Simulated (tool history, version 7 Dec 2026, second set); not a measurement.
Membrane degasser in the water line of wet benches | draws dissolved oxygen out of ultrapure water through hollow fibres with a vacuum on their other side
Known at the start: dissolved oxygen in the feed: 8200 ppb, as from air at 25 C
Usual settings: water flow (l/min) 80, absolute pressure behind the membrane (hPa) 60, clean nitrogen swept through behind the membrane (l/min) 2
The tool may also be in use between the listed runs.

run	hour	water flow (l/min)	absolute pressure behind the membrane (hPa)	clean nitrogen swept through behind the membrane (l/min)	dissolved oxygen in the water behind the degasser (ppb)	pressure that the water loses in the fibres (hPa)
1	0	80	60	2	233.6	490.7
2	53.7	80	60	2	234.3	492.4
3	103.5	80	60	2	233	493
4	138.8	80	60	2	230.2	494.4
5	204.4	80	60	2	231.5	488
6	242.9	80	60	2	235.4	488.5
7	292.5	80	60	2	232.8	489.7
8	350.5	80	60	2	232.2	492.8
9	413.3	80	86.2	2	427.6	490.7
10	446.9	80	86.2	2	428.4	491.7
11	500.4	80	60	2	236.8	492.8
12	543.1	71	60	2	208.9	438.9
13	611.7	89	60	2	258.2	544.6
14	671.2	89	60	2	258.9	546.3
15	728.5	80	60	2	235	493.9
16	797.1	80	60	2	237.5	491.9
17	857.7	80	60	3.23	161.8	489.8
18	891.3	71	60	2	209.8	434.2
19	960.5	103	60	2	292.6	634.6
20	1022.9	103	60	2	291.5	633.9
21	1068.9	115	37.1	1	123.7	705.4
22	1110.7	78	37.1	2.2	50.8	478
23	1140.4	104	85.3	1.6	604.5	637
24	1181.9	104	110.5	1.6	865.2	640.9
25	1222.6	109	81.8	5.25	257.5	671.7
26	1281	57	60	2.95	123.4	348.3
27	1328.1	57	60	2.95	125.2	348.5
28	1384.7	57	60	3.21	116.8	351.4
29	1439.6	57	115.7	1.25	703	351.2
30	1496	90	40.1	1.25	119	553.3
31	1533.6	90	40.1	1.25	120	551.7
32	1596.2	102	45.4	1.23	207.5	628.2

Forecast each of these 4 alternatives for the next run:
A	1637.8	121	49.7	4.74	?	?
B	1637.8	80	60	1.25	?	?
C	1637.8	92	60	2	?	?
D	1637.8	54	45.4	1.44	?	?

run	dissolved oxygen in the water behind the degasser (ppb)	pressure that the water loses in the fibres (hPa)
A	139.2	744.1
B	324.9	491.9
C	267.2	565.5
D	105.4	334.2
Without the tool's hidden state the same runs would have given:
run	dissolved oxygen in the water behind the degasser (ppb)	pressure that the water loses in the fibres (hPa)
A	139.1	744
B	324.7	491.9
C	267.1	565.4
D	105.3	334.1
